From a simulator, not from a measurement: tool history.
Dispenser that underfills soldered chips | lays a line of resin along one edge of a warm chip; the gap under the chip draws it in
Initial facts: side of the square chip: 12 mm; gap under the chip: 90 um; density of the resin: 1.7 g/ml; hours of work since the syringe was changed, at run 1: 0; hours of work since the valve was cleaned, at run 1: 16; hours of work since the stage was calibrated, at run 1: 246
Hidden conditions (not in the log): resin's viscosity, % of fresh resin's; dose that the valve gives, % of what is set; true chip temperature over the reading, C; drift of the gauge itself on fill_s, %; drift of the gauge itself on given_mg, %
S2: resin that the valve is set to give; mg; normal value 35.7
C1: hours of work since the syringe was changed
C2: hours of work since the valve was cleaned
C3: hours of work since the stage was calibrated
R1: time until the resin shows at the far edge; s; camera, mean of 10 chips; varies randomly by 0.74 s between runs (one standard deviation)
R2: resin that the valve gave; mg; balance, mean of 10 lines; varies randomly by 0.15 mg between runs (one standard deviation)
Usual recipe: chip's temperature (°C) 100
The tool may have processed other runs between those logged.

Run 1, hour 0: usual settings; C1 0; C2 16; C3 246. Result: R1 75.2 s, R2 35.02 mg.
Run 2, hour 3.7: usual settings; C1 3; C2 19; C3 249. Result: R1 94.8 s, R2 35.34 mg.
Run 3, hour 10.2: usual settings; C1 8; C2 24; C3 254. Result: R1 136.7 s, R2 34.89 mg.
At hour 11.1: new syringe of resin.
Run 4, hour 15.7: usual settings; C1 4; C2 28; C3 258. Result: R1 97.2 s, R2 34.84 mg.
At hour 21.8: new syringe of resin.
Run 5, hour 23.7: usual settings; C1 2; C2 35; C3 264. Result: R1 83.4 s, R2 34.91 mg.
Run 6, hour 30.6: usual settings but S2 42.1 mg; C1 7; C2 40; C3 270. Result: R1 124.5 s, R2 41.02 mg.
At hour 32.7: new syringe of resin.
Run 7, hour 37.9: usual settings but S2 42.1 mg; C1 4; C2 45; C3 275. Result: R1 96.5 s, R2 40.68 mg.
Run 8, hour 41.5: usual settings but S2 42.1 mg; C1 7; C2 48; C3 278. Result: R1 122.5 s, R2 40.36 mg.
At hour 43.5: new syringe of resin.
Run 9, hour 46.3: usual settings but S2 42.1 mg; C1 2; C2 52; C3 282. Result: R1 84.5 s, R2 40.63 mg.
Run 10, hour 50.5: usual settings but S2 42.1 mg; C1 6; C2 55; C3 285. Result: R1 110.4 s, R2 40.29 mg.
At hour 54.3: new syringe of resin.
Run 11, hour 54.3: usual settings but S2 42.1 mg; C1 0; C2 58; C3 288. Result: R1 72 s, R2 40.66 mg.
At hour 56: dispensing valve cleaned and set on the balance.
Run 12, hour 60.6: usual settings but chip's temperature (°C) 88; C1 4; C2 4; C3 292. Result: R1 159.4 s, R2 35.75 mg.
Run 13, hour 65.1: usual settings but chip's temperature (°C) 88, S2 32.1 mg; C1 8; C2 7; C3 295. Result: R1 212.6 s, R2 31.82 mg.
At hour 66.1: new syringe of resin.
Run 14, hour 70.7: usual settings but chip's temperature (°C) 88, S2 32.1 mg; C1 4; C2 11; C3 299. Result: R1 154.8 s, R2 31.97 mg.
Run 15, hour 75.3: usual settings but chip's temperature (°C) 88, S2 32.1 mg; C1 7; C2 15; C3 303. Result: R1 207.8 s, R2 31.54 mg.
At hour 76.7: new syringe of resin.
Run 16, hour 80.3: usual settings but chip's temperature (°C) 88, S2 32.1 mg; C1 3; C2 19; C3 307. Result: R1 147.6 s, R2 31.75 mg.
Run 17, hour 86: usual settings; C1 7; C2 23; C3 311. Result: R1 132 s, R2 35.37 mg.
At hour 87.9: new syringe of resin.
Run 18, hour 93.7: usual settings; C1 5; C2 29; C3 317. Result: R1 107.9 s, R2 34.83 mg.
Run 19, hour 97.5: usual settings; C1 8; C2 32; C3 320. Result: R1 134.8 s, R2 35.01 mg.
At hour 98.6: new syringe of resin.
Run 20, hour 101.1: usual settings but chip's temperature (°C) 87, S2 37.6 mg; C1 2; C2 35; C3 323. Result: R1 141 s, R2 36.8 mg.
Run 21, hour 108: usual settings but chip's temperature (°C) 109, S2 40.6 mg; C1 7; C2 40; C3 328. Result: R1 94.9 s, R2 39.51 mg.
At hour 109.6: new syringe of resin.
Run 22, hour 114.7: usual settings but chip's temperature (°C) 93, S2 39.7 mg; C1 4; C2 45; C3 333. Result: R1 131.6 s, R2 38.37 mg.
At hour 120.7: new syringe of resin.
Run 23, hour 122.2: usual settings but chip's temperature (°C) 93, S2 39.7 mg; C1 1; C2 51; C3 339. Result: R1 106.1 s, R2 38.32 mg.
Run 24, hour 129.6: usual settings but chip's temperature (°C) 93, S2 32.7 mg; C1 7; C2 57; C3 345. Result: R1 167 s, R2 31.1 mg.
At hour 131.5: new syringe of resin.
At hour 132.9: dispensing valve cleaned and set on the balance.
Run 25, hour 134.3: usual settings but chip's temperature (°C) 91, S2 45.2 mg; C1 1; C2 1; C3 347. Result: R1 116 s, R2 45.21 mg.
Run 26, hour 141.4: usual settings but chip's temperature (°C) 109, S2 30.5 mg; C1 7; C2 7; C3 353. Result: R1 94.6 s, R2 30.33 mg.
At hour 143.1: new syringe of resin.
Run 27, hour 147.8: usual settings but chip's temperature (°C) 109, S2 30.5 mg; C1 4; C2 11; C3 358. Result: R1 74.3 s, R2 30.44 mg.
Run 28, hour 151.9: usual settings but chip's temperature (°C) 109, S2 30.5 mg; C1 7; C2 15; C3 361. Result: R1 94.6 s, R2 30.25 mg.
At hour 153.9: new syringe of resin.
Run 29, hour 158.5: usual settings but chip's temperature (°C) 98, S2 30.5 mg; C1 4; C2 20; C3 366. Result: R1 109.6 s, R2 29.95 mg.
Run 30, hour 161.7: usual settings but chip's temperature (°C) 109, S2 34.9 mg; C1 6; C2 22; C3 368. Result: R1 89.2 s, R2 34.12 mg.
At hour 165.2: new syringe of resin.
Run 31, hour 169: usual settings but chip's temperature (°C) 103, S2 33.2 mg; C1 3; C2 28; C3 374. Result: R1 85.2 s, R2 32.74 mg.
Run 32, hour 173.7: usual settings but chip's temperature (°C) 86, S2 39.7 mg; C1 7; C2 31; C3 378. Result: R1 210 s, R2 38.94 mg.
At hour 176: new syringe of resin.
Run 33, hour 178.3: usual settings but chip's temperature (°C) 106, S2 31.4 mg; C1 2; C2 35; C3 381. Result: R1 71.9 s, R2 30.67 mg.
Run 34, hour 182.4: usual settings but chip's temperature (°C) 106, S2 31.4 mg; C1 5; C2 38; C3 384. Result: R1 94.5 s, R2 30.51 mg.
At hour 186.8: new syringe of resin.
Run 35, hour 187.7: usual settings but chip's temperature (°C) 106, S2 31.4 mg; C1 1; C2 42; C3 388. Result: R1 63.8 s, R2 30.45 mg.
Run 36, hour 191.7: usual settings but chip's temperature (°C) 106, S2 31.4 mg; C1 4; C2 45; C3 391. Result: R1 82.1 s, R2 30.25 mg.
At hour 197.5: new syringe of resin.
Run 37, hour 199.4: usual settings but chip's temperature (°C) 106, S2 31.4 mg; C1 1; C2 51; C3 397. Result: R1 67.7 s, R2 29.95 mg.

Same runs, no hidden state in the tool, same run-to-run variation:
run     R1     R2
  1   69.3  35.41
  2   69.4  35.81
  3   67.3   35.5
  4   66.6  35.57
  5   68.4   35.8
  6   67.2  42.26
  7     66   42.1
  8   67.5  41.86
  9   67.6  42.28
 10   68.5  42.04
 11   67.3  42.52
 12  107.1  35.83
 13  108.6  31.98
 14  108.1  32.24
 15  109.2   31.9
 16  108.6  32.21
 17   68.8     36
 18   68.6   35.6
 19   67.8  35.88
 20  110.4  37.78
 21   48.7  40.74
 22   89.1  39.71
 23   89.1  39.83
 24   88.8  32.49
 25   95.4  45.21
 26   50.8  30.45
 27   50.7  30.66
 28   50.4  30.56
 29     75  30.38
 30   50.4  34.67
 31     63  33.41
 32  115.2  39.85
 33   55.8  31.48
 34   57.2   31.4
 35     55  31.43
 36   55.5   31.3
 37   54.5  31.13
